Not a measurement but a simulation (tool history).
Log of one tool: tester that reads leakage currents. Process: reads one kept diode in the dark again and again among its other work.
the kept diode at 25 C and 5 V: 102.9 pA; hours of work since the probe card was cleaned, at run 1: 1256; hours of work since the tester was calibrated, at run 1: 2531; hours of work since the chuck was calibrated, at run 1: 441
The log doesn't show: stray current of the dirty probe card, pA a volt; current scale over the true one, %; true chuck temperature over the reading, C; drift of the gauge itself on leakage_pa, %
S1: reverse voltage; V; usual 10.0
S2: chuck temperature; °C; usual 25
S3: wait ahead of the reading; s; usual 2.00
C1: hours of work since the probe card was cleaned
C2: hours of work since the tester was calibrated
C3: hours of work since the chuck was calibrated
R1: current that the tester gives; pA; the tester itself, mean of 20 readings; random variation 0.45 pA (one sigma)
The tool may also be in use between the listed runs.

Run 1, day 0.000: usual settings; C1 1256; C2 2531; C3 441. Result: R1 167.10 pA.
Run 2, day 4.588: usual settings but S2 51 °C; C1 1339; C2 2614; C3 523. Result: R1 1513.06 pA.
Run 3, day 8.354: usual settings; C1 1407; C2 2682; C3 591. Result: R1 170.51 pA.
Run 4, day 10.617: usual settings but S1 3.7 V; C1 1447; C2 2723; C3 632. Result: R1 98.29 pA.
Run 5, day 15.225: usual settings but S1 3.7 V; C1 1531; C2 2806; C3 715. Result: R1 99.90 pA.
Run 6, day 17.217: usual settings but S1 3.7 V; C1 1567; C2 2842; C3 751. Result: R1 99.69 pA.
At day 17.546: probe card cleaned and baked.
Run 7, day 19.833: usual settings but S1 3.7 V, S2 40 °C, S3 6.62 s; C1 41; C2 2887; C3 796. Result: R1 371.82 pA.
Run 8, day 24.021: usual settings but S1 12.6 V, S2 29 °C, S3 0.47 s; C1 117; C2 2962; C3 872. Result: R1 300.41 pA.
At day 24.667: probe card cleaned and baked, once more.
Run 9, day 28.275: usual settings but S1 4.7 V, S2 24 °C, S3 0.50 s; C1 65; C2 3037; C3 946. Result: R1 99.28 pA.
Run 10, day 31.738: usual settings but S1 3.3 V, S2 22 °C, S3 3.35 s; C1 128; C2 3099; C3 1009. Result: R1 67.34 pA.

Forecast each of these 5 alternatives for the next run:
Run A, day 35.404: usual settings but S1 1.0 V, S2 28 °C; C1 194; C2 3166; C3 1075. Result: R1 ?.
Run B, day 35.404: usual settings but S3 2.09 s; C1 194; C2 3166; C3 1075. Result: R1 ?.
Run C, day 35.404: usual settings but S2 45 °C, S3 0.63 s; C1 194; C2 3166; C3 1075. Result: R1 ?.
Run D, day 35.404: usual settings but S1 11.3 V, S2 22 °C, S3 3.35 s; C1 194; C2 3166; C3 1075. Result: R1 ?.
Run E, day 35.404: usual settings but S1 3.0 V, S2 21 °C; C1 194; C2 3166; C3 1075. Result: R1 ?.

run      R1
  A   64.16
  B  160.77
  C  942.46
  D  129.31
  E   58.67
Without the tool's hidden state the same runs would have given:
run      R1
  A   59.95
  B  148.69
  C  886.29
  D  118.85
  E   54.31
